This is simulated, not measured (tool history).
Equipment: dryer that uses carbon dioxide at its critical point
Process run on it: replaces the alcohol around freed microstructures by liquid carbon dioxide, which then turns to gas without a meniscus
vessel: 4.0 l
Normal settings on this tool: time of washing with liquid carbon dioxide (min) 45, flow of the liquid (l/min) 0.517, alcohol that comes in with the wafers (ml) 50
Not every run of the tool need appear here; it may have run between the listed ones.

| run | hour | time of washing with liquid carbon dioxide (min) | flow of the liquid (l/min) | alcohol that comes in with the wafers (ml) | alcohol left in the vessel before it's heated (ppm by volume) |
|---|---|---|---|---|---|
| 1 | 0.0 | 45 | 0.517 | 50 | 245 |
| 2 | 10.9 | 45 | 0.517 | 50 | 242 |
| 3 | 21.7 | 45 | 0.517 | 50 | 254 |
| 4 | 29.6 | 45 | 0.517 | 50 | 254 |
| 5 | 40.1 | 45 | 0.517 | 50 | 255 |
| 6 | 45.4 | 45 | 0.517 | 50 | 255 |
| 7 | 51.3 | 45 | 0.517 | 50 | 261 |
| 8 | 56.4 | 45 | 0.517 | 50 | 254 |
| 9 | 65.9 | 45 | 0.517 | 50 | 258 |
| 10 | 72.2 | 45 | 0.380 | 50 | 710 |
| 11 | 78.0 | 45 | 0.517 | 50 | 265 |
| 12 | 85.0 | 46 | 0.517 | 101 | 441 |
| 13 | 91.3 | 41 | 0.448 | 44 | 497 |
| 14 | 99.6 | 28 | 0.808 | 108 | 541 |
| 15 | 105.6 | 28 | 0.808 | 39 | 230 |
|  | 113.4 | inlet filter changed |
| 16 | 118.3 | 28 | 0.447 | 39 | 774 |
| 17 | 128.3 | 45 | 0.625 | 25 | 90 |
| 18 | 134.8 | 63 | 0.517 | 50 | 85 |
| 19 | 142.7 | 45 | 0.352 | 26 | 295 |
| 20 | 152.1 | 61 | 0.433 | 29 | 87 |
| 21 | 157.0 | 45 | 0.873 | 46 | 68 |

Forecast each of these 3 alternatives for the next run:
| A | 165.4 | 45 | 0.517 | 97 | ? |
| B | 165.4 | 69 | 0.873 | 27 | ? |
| C | 165.4 | 31 | 0.354 | 117 | ? |

| run | alcohol left in the vessel before it's heated (ppm by volume) |
|---|---|
| A | 240 |
| B | 66 |
| C | 3031 |
With no hidden state in the tool, these same runs would have given:
| run | alcohol left in the vessel before it's heated (ppm by volume) |
|---|---|
| A | 168 |
| B | 4 |
| C | 2893 |
